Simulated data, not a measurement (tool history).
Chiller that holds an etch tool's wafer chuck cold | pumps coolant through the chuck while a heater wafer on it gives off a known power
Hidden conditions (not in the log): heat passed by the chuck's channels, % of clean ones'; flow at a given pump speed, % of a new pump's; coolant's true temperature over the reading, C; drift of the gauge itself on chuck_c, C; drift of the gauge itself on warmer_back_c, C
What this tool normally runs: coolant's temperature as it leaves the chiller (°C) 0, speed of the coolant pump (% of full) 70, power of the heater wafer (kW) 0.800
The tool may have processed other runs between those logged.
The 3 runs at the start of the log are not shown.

| run | hour | coolant's temperature as it leaves the chiller (°C) | speed of the coolant pump (% of full) | power of the heater wafer (kW) | hours since the coolant was changed and the channels were flushed | hours since the pump was overhauled | hours since the chiller's thermometer was calibrated | chuck's temperature once it has settled (°C) | how much warmer the coolant comes back (C) |
|---|---|---|---|---|---|---|---|---|---|
| 4 | 172.9 | 0 | 70 | 1.184 | 2634 | 1424 | 339 | 12.1 | 4.22 |
| 5 | 214.8 | 0 | 98 | 0.800 | 2676 | 1466 | 381 | 6.2 | 2.03 |
| 6 | 263.4 | 0 | 70 | 0.800 | 2725 | 1515 | 430 | 8.3 | 2.85 |
| 7 | 312.2 | 0 | 70 | 0.800 | 2773 | 1564 | 478 | 8.3 | 2.89 |
| 8 | 360.1 | 0 | 70 | 0.800 | 2821 | 1612 | 526 | 8.3 | 2.92 |
| 9 | 436.4 | 0 | 87 | 0.800 | 2898 | 1688 | 602 | 6.7 | 2.30 |
| 10 | 498.1 | 0 | 87 | 0.800 | 2959 | 1750 | 664 | 7.0 | 2.27 |
| 11 | 553.5 | 0 | 70 | 0.936 | 3015 | 1805 | 720 | 9.6 | 3.40 |
| 12 | 630.2 | 0 | 70 | 0.936 | 3091 | 1882 | 796 | 9.7 | 3.40 |
| 13 | 708.8 | 0 | 70 | 0.800 | 3170 | 1960 | 875 | 8.3 | 2.92 |
| 14 | 767.6 | 0 | 70 | 0.800 | 3229 | 2019 | 934 | 8.4 | 2.88 |
| 15 | 813.9 | -6 | 70 | 0.800 | 3275 | 2065 | 980 | 2.1 | 2.92 |
| 16 | 894.2 | -6 | 70 | 0.800 | 3355 | 2146 | 1060 | 2.4 | 2.90 |

Run 17 comes next. What will it give?
| 17 | 957.8 | 0 | 64 | 0.657 | 3419 | 2209 | 1124 | ? | ? |

Run 17 gave chuck's temperature once it has settled (°C) 7.4, how much warmer the coolant comes back (C) 2.64.
On a tool with no hidden condition, and with the same random variation, this run would have come out at chuck's temperature once it has settled (°C) 6.4, how much warmer the coolant comes back (C) 2.47.

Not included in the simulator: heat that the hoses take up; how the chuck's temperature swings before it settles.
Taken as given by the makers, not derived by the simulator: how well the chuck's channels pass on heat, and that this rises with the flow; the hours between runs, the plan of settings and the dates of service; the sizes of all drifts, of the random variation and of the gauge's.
